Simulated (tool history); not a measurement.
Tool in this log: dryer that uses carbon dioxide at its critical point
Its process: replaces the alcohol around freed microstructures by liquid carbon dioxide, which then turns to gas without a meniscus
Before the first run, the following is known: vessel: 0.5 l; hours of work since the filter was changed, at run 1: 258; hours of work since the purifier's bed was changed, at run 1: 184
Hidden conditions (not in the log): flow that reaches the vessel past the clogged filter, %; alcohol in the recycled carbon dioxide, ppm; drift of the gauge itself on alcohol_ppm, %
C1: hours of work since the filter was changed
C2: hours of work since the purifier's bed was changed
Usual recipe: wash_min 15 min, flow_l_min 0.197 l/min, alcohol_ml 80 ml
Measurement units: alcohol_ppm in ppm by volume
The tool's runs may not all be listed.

{"run": 1, "day": 0.0, "wash_min": 15, "flow_l_min": 0.197, "alcohol_ml": 80, "C1": 258, "C2": 184, "alcohol_ppm": 1158}
{"run": 2, "day": 0.367, "wash_min": 15, "flow_l_min": 0.197, "alcohol_ml": 80, "C1": 265, "C2": 190, "alcohol_ppm": 1133}
{"run": 3, "day": 0.704, "wash_min": 15, "flow_l_min": 0.197, "alcohol_ml": 80, "C1": 270, "C2": 196, "alcohol_ppm": 1174}
{"run": 4, "day": 1.183, "wash_min": 20, "flow_l_min": 0.197, "alcohol_ml": 80, "C1": 279, "C2": 204, "alcohol_ppm": 256}
{"run": 5, "day": 1.654, "wash_min": 20, "flow_l_min": 0.197, "alcohol_ml": 80, "C1": 287, "C2": 212, "alcohol_ppm": 282}
{"run": 6, "day": 2.021, "wash_min": 20, "flow_l_min": 0.197, "alcohol_ml": 80, "C1": 293, "C2": 218, "alcohol_ppm": 286}
{"run": 7, "day": 2.392, "wash_min": 15, "flow_l_min": 0.197, "alcohol_ml": 80, "C1": 299, "C2": 225, "alcohol_ppm": 1263}
{"run": 8, "day": 2.683, "wash_min": 15, "flow_l_min": 0.197, "alcohol_ml": 80, "C1": 304, "C2": 230, "alcohol_ppm": 1292}
{"run": 9, "day": 3.121, "wash_min": 15, "flow_l_min": 0.197, "alcohol_ml": 80, "C1": 312, "C2": 237, "alcohol_ppm": 1315}
{"run": 10, "day": 3.412, "wash_min": 22, "flow_l_min": 0.197, "alcohol_ml": 80, "C1": 317, "C2": 242, "alcohol_ppm": 173}
{"run": 11, "day": 3.646, "wash_min": 15, "flow_l_min": 0.203, "alcohol_ml": 80, "C1": 321, "C2": 246, "alcohol_ppm": 1083}
{"run": 12, "day": 4.021, "wash_min": 15, "flow_l_min": 0.197, "alcohol_ml": 80, "C1": 327, "C2": 253, "alcohol_ppm": 1317}
{"run": 13, "day": 4.388, "wash_min": 15, "flow_l_min": 0.197, "alcohol_ml": 80, "C1": 333, "C2": 259, "alcohol_ppm": 1323}
{"run": 14, "day": 4.871, "wash_min": 15, "flow_l_min": 0.197, "alcohol_ml": 80, "C1": 342, "C2": 267, "alcohol_ppm": 1385}
{"run": 15, "day": 5.338, "wash_min": 15, "flow_l_min": 0.145, "alcohol_ml": 80, "C1": 350, "C2": 275, "alcohol_ppm": 5191}
{"run": 16, "day": 5.796, "wash_min": 15, "flow_l_min": 0.278, "alcohol_ml": 80, "C1": 358, "C2": 283, "alcohol_ppm": 213}
{"run": 17, "day": 6.021, "wash_min": 15, "flow_l_min": 0.278, "alcohol_ml": 80, "C1": 361, "C2": 287, "alcohol_ppm": 209}
{"run": 18, "day": 6.404, "wash_min": 15, "flow_l_min": 0.278, "alcohol_ml": 80, "C1": 368, "C2": 293, "alcohol_ppm": 211}
{"run": 19, "day": 6.829, "wash_min": 15, "flow_l_min": 0.278, "alcohol_ml": 80, "C1": 375, "C2": 301, "alcohol_ppm": 225}
{"run": 20, "day": 7.058, "wash_min": 15, "flow_l_min": 0.278, "alcohol_ml": 80, "C1": 379, "C2": 304, "alcohol_ppm": 218}
{"run": 21, "day": 7.454, "wash_min": 15, "flow_l_min": 0.278, "alcohol_ml": 80, "C1": 386, "C2": 311, "alcohol_ppm": 239}
{"run": 22, "day": 7.675, "wash_min": 10, "flow_l_min": 0.176, "alcohol_ml": 68, "C1": 390, "C2": 315, "alcohol_ppm": 8762}
{"run": 23, "day": 7.962, "wash_min": 10, "flow_l_min": 0.176, "alcohol_ml": 68, "C1": 395, "C2": 320, "alcohol_ppm": 8985}
{"run": 24, "day": 8.317, "wash_min": 13, "flow_l_min": 0.197, "alcohol_ml": 70, "C1": 401, "C2": 326, "alcohol_ppm": 2448}
{"run": 25, "day": 8.717, "wash_min": 23, "flow_l_min": 0.201, "alcohol_ml": 103, "C1": 408, "C2": 333, "alcohol_ppm": 194}
{"run": 26, "day": 9.225, "wash_min": 18, "flow_l_min": 0.272, "alcohol_ml": 28, "C1": 416, "C2": 342, "alcohol_ppm": 72}
{"run": 27, "day": 9.538, "wash_min": 24, "flow_l_min": 0.196, "alcohol_ml": 40, "C1": 422, "C2": 347, "alcohol_ppm": 120}
{"run": 28, "day": 9.754, "wash_min": 16, "flow_l_min": 0.197, "alcohol_ml": 80, "C1": 425, "C2": 351, "alcohol_ppm": 1235}
{"run": 29, "day": 10.225, "wash_min": 17, "flow_l_min": 0.255, "alcohol_ml": 100, "C1": 433, "C2": 359, "alcohol_ppm": 270}
{"run": 30, "day": 10.496, "wash_min": 17, "flow_l_min": 0.255, "alcohol_ml": 100, "C1": 438, "C2": 363, "alcohol_ppm": 259}
{"run": 31, "day": 11.008, "wash_min": 9, "flow_l_min": 0.327, "alcohol_ml": 25, "C1": 447, "C2": 372, "alcohol_ppm": 515}
{"day": 11.133, "done": "inlet filter changed"}
{"run": 32, "day": 11.546, "wash_min": 9, "flow_l_min": 0.327, "alcohol_ml": 25, "C1": 7, "C2": 381, "alcohol_ppm": 238}
{"run": 33, "day": 12.017, "wash_min": 17, "flow_l_min": 0.214, "alcohol_ml": 120, "C1": 15, "C2": 389, "alcohol_ppm": 329}
{"run": 34, "day": 12.442, "wash_min": 20, "flow_l_min": 0.134, "alcohol_ml": 94, "C1": 22, "C2": 396, "alcohol_ppm": 1587}
{"run": 35, "day": 12.688, "wash_min": 15, "flow_l_min": 0.291, "alcohol_ml": 80, "C1": 27, "C2": 400, "alcohol_ppm": 107}
{"run": 36, "day": 13.183, "wash_min": 13, "flow_l_min": 0.291, "alcohol_ml": 80, "C1": 35, "C2": 409, "alcohol_ppm": 188}
{"run": 37, "day": 13.658, "wash_min": 13, "flow_l_min": 0.291, "alcohol_ml": 80, "C1": 43, "C2": 417, "alcohol_ppm": 189}
{"run": 38, "day": 13.988, "wash_min": 14, "flow_l_min": 0.161, "alcohol_ml": 30, "C1": 49, "C2": 422, "alcohol_ppm": 1114}
{"run": 39, "day": 14.371, "wash_min": 12, "flow_l_min": 0.31, "alcohol_ml": 80, "C1": 55, "C2": 429, "alcohol_ppm": 214}
{"run": 40, "day": 14.75, "wash_min": 12, "flow_l_min": 0.31, "alcohol_ml": 80, "C1": 62, "C2": 435, "alcohol_ppm": 218}
{"run": 41, "day": 14.975, "wash_min": 21, "flow_l_min": 0.176, "alcohol_ml": 55, "C1": 66, "C2": 439, "alcohol_ppm": 214}
{"run": 42, "day": 15.4, "wash_min": 21, "flow_l_min": 0.176, "alcohol_ml": 55, "C1": 73, "C2": 447, "alcohol_ppm": 221}

Some steps in alcohol_ppm, run to run, broken into two amounts with sign: the step expected even without the hidden condition (settings, incoming material, random variation), and the rest, left for the hidden condition together with whatever gauge scatter is not in both the measured and the hidden-condition-free result:
Run 15 -> 16: flow_l_min 0.145 -> 0.278. alcohol_ppm -4978 ppm by volume: hidden state -2042, all else -2936.
Run 21 -> 22: wash_min 15 -> 10, flow_l_min 0.278 -> 0.176, alcohol_ml 80 -> 68. alcohol_ppm +8523 ppm by volume: hidden state +3262, all else +5261.
Run 23 -> 24: wash_min 10 -> 13, flow_l_min 0.176 -> 0.197, alcohol_ml 68 -> 70. alcohol_ppm -6537 ppm by volume: hidden state -2255, all else -4282.
